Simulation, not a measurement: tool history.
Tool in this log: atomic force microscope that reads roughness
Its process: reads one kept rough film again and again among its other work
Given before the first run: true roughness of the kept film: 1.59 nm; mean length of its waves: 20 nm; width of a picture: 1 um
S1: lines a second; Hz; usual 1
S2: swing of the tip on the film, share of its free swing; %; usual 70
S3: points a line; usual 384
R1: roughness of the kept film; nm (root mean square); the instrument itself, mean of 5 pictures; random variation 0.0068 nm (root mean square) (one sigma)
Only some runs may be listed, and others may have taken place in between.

run	hour	S1	S2	S3	R1
1	0	1	70	384	1.012
# hour 11.3: new tip fitted
2	53.5	1	70	384	1.292
3	87.4	0.72	70	384	1.234
4	134.2	0.72	70	384	1.15
5	178.4	0.72	67	384	1.085
6	224.7	0.72	67	384	1.028
# hour 234.2: new tip fitted
7	264.1	1	70	384	1.283
8	316.9	1	70	384	1.18
9	345.6	1	65	384	1.158
10	380.5	1	65	384	1.116
11	429.8	1	70	384	1.029
12	454.2	1	70	384	1
# hour 458.3: new tip fitted
13	505.6	1	70	384	1.257
14	527.4	1	70	536	1.23
15	568.4	1	70	384	1.145
16	598.3	1	70	384	1.098
17	624.6	1	70	384	1.068
18	660.2	1	70	384	1.016
# hour 680.6: new tip fitted
19	699.4	1	70	384	1.325
20	726.3	1	70	384	1.27
21	765.9	2.93	70	384	1.145
22	812	1	70	384	1.133
23	846.9	0.85	70	384	1.085
24	875.9	0.85	70	384	1.048
# hour 904.7: new tip fitted
25	927.1	0.85	70	384	1.326
26	962.2	1	70	817	1.254
27	986.5	0.7	58	384	1.229
28	1016.1	0.7	58	384	1.179
29	1054.5	0.7	89	896	1.076
30	1089.2	0.7	89	896	1.035
31	1118.8	3.65	64	350	0.971
# hour 1127: new tip fitted
32	1161.7	3.87	77	293	1.139
33	1208.8	3.87	77	293	1.055
34	1240	3.87	77	293	1.018
35	1285	1.35	67	293	1.065
36	1326.7	1.18	65	695	1.04
# hour 1330.8: height scale calibrated on a step standard
# hour 1351.1: new tip fitted
37	1378.9	1	82	384	1.276
38	1406.5	1	82	384	1.217
39	1448.5	0.7	60	986	1.209
40	1494.6	1.05	72	805	1.116
# hour 1530.9: height scale calibrated on a step standard, once more
41	1530.9	0.55	62	590	1.08
# hour 1573.1: new tip fitted
42	1584.1	0.55	62	590	1.385
43	1619.3	0.55	55	801	1.323
44	1644.1	0.53	81	660	1.235
45	1690.3	0.52	81	660	1.162
46	1736.2	0.52	81	660	1.103
47	1773.7	0.67	79	384	1.023
# hour 1795.4: new tip fitted
48	1819.9	0.67	79	384	1.319
49	1865.1	1	88	384	1.18
50	1913.8	0.54	72	972	1.184
51	1956	0.54	72	972	1.114
52	2007.8	1.81	75	972	0.991

Below, some changes in R1 between adjacent runs. For each, the amount present without the hidden state too (settings, incoming material, random variation) and the amount remaining for the hidden state with gauge scatter not shared by both compared results:
What the log doesn't record here: radius of the tip, nm; height scale over the true one, %; drift of the gauge itself on roughness_nm, %.
Run 18 -> 19: new tip fitted. R1 +0.309 nm (root mean square): hidden state +0.302, all else +0.007.
Run 36 -> 37: S1 1.18 -> 1, S2 65 -> 82, S3 695 -> 384, height scale calibrated on a step standard, new tip fitted. R1 +0.236 nm (root mean square): hidden state +0.284, all else -0.048.
Run 41 -> 42: new tip fitted. R1 +0.305 nm (root mean square): hidden state +0.294, all else +0.011.
Run 47 -> 48: new tip fitted. R1 +0.296 nm (root mean square): hidden state +0.277, all else +0.019.
